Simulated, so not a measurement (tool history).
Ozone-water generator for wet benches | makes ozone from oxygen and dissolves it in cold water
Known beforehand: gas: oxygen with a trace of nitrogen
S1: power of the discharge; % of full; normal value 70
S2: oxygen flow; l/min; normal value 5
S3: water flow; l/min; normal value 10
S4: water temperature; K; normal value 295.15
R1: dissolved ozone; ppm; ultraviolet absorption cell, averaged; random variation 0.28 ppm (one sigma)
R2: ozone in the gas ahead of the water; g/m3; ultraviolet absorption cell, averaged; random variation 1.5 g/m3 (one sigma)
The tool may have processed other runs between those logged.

run,hour,S1,S2,S3,S4,R1,R2
1,0,70,5,10,295.15,39.9,265.9
2,15,70,5,10,295.15,40.1,269.3
3,37.4,70,5,10,295.15,39.8,268.2
4,68.9,70,5,10,295.15,39.9,267.8
5,85.1,70,5,10,295.15,40,265.7
6,116,70,5,10,295.15,39.8,268.2
7,140,70,5,10,295.15,40,266.5
# hour 142.8: water thermometer calibrated
8,166.5,70,5,10,295.15,40.3,267.7
9,201.5,70,5,10,295.15,39.6,265.8
10,231,70,5,10,288.15,45.9,268.5
11,254.5,70,5,10,288.15,45.9,265.5
12,285,70,5,10,288.15,45.8,265.4
13,320.5,70,5,10,288.15,45.3,264.7
14,339.4,70,5,10,288.15,45.8,263.4
# hour 354.8: water thermometer calibrated, once more
15,361.3,70,5,12,288.15,40.3,264.5
16,376.4,70,5,12,288.15,40.3,263
17,393.5,66,7.57,6,295.15,40.9,196
18,413.3,92,7.57,7,295.15,50.5,247.8
19,438.7,92,7.57,7,295.15,50,247.9
20,460.3,70,5,11,295.15,37.3,264.9
21,495.3,70,5,11,295.15,37.2,262.2
22,520,70,5,8,292.15,48.2,263.6
23,552.5,66,3.15,8,292.15,51.1,337.8
24,567.5,63,2.86,10,295.15,41.2,350.2
25,588.1,70,3.85,10,296.15,41.3,311.4
26,625.2,70,3.85,10,296.15,41.8,312.7

What if the next run were any one of these 5? Each begins from the tool's condition after run 26:
A,658.7,70,2.98,7,295.15,?,?
B,658.7,70,2.89,10,288.15,?,?
C,658.7,90,3.85,10,296.15,?,?
D,658.7,70,5,13,295.15,?,?
E,658.7,70,7.46,10,290.15,?,?

run,R1,R2
A,56.2,364.7
B,49.9,371.4
C,49.6,374.4
D,33.1,260.4
E,39.1,205.7
What these runs would have given with no unlogged condition in the tool:
run,R1,R2
A,60.9,386.5
B,54.6,393.5
C,54.9,401.1
D,36.5,275.9
E,42.8,217.9

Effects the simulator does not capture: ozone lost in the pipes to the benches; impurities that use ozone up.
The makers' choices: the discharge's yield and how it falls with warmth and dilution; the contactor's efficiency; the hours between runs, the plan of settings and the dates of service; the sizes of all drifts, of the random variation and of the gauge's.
